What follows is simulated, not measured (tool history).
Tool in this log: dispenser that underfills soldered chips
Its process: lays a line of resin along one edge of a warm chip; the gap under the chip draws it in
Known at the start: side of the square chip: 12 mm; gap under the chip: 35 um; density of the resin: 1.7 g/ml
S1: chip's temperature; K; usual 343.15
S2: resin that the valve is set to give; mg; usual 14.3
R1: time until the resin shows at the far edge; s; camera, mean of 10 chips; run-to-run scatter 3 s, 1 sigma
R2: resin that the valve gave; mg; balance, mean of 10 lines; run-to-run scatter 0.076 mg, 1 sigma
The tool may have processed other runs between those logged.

run   hour      S1    S2     R1     R2
  1      0  343.15  14.3  346.7   14.1
       5.3  -- new syringe of resin
  2    5.3  346.15  14.3  264.9  14.04
  3   11.4  346.15  14.3  396.3  14.11
        13  -- new syringe of resin
  4   17.1  346.15  14.3  346.7  14.01
      20.7  -- new syringe of resin
  5   21.5  342.15  14.3  332.4  13.98
      28.4  -- new syringe of resin
  6   28.5  343.15  14.3  301.2  13.92
  7   35.2  343.15  14.3  467.2  13.82
      36.2  -- new syringe of resin
  8   40.5  329.15  14.3  725.3  13.87
      44.2  -- new syringe of resin
  9   45.2  343.15  14.3  325.9  13.92
 10     51  343.15  14.3  463.8  13.95
        52  -- new syringe of resin
 11   57.3  343.15  14.3  414.6  13.76
      59.6  -- new syringe of resin
 12   62.3  343.15    18    348   17.4
 13   65.3  343.15  12.6  442.9  12.06
      67.7  -- new syringe of resin
 14   71.3  343.15  14.3  375.8  13.69
      75.5  -- new syringe of resin
 15   75.8  343.15  14.3  311.2  13.74
 16     82  343.15  14.3  451.7  13.65
      83.4  -- new syringe of resin
 17   86.1  343.15  14.3  361.2  13.52
      91.1  -- new syringe of resin
 18   91.1  343.15  14.3  303.2  13.54
 19     96  333.15  18.5  621.9  17.59
      98.8  -- new syringe of resin
 20   99.1  333.15  18.5  455.1  17.56
 21  104.2  329.15  15.8  773.9  15.07
     106.7  -- new syringe of resin
 22  107.7  329.15  15.8  579.6  15.01
 23  112.8  329.15  15.8    801  14.94
     114.7  -- new syringe of resin
 24  117.8  329.15  13.2  694.7  12.39
     122.4  -- new syringe of resin
 25  123.4  329.15  13.2  606.4  12.51
 26  126.6  340.15  18.4  451.1  17.28
     130.1  -- new syringe of resin
 27  131.6  339.15  18.4  389.3  17.32
     137.3  -- dispensing valve cleaned and set on the balance
     138.8  -- new syringe of resin
 28  139.6  339.15  18.4  374.9  18.31
 29  143.3  339.15  18.4    472  18.34
     146.7  -- new syringe of resin
 30  147.5  343.15  15.5  305.7  15.34
 31  150.5  343.15  15.5  381.5  15.52
     154.5  -- new syringe of resin
 32  156.9  343.15  15.5  350.5  15.43
 33  160.8  343.15  15.5  449.6  15.26
     162.5  -- new syringe of resin
 34    165  343.15  15.5  349.2  15.43

Forecast each of these 4 alternatives for the next run:
  A   168  334.15  14.3   ?   ?
  B   168  332.15    15   ?   ?
  C   168  337.15  17.1   ?   ?
  D   168  343.15    18   ?   ?

run     R1     R2
  A  624.8  14.12
  B  673.1  14.86
  C  544.4  16.92
  D  422.3  17.76
Stripped of hidden state, with their random variation kept, the same runs would have yielded:
run     R1     R2
  A  437.6  14.29
  B  471.5  15.04
  C  381.8  17.11
  D  296.1  17.97
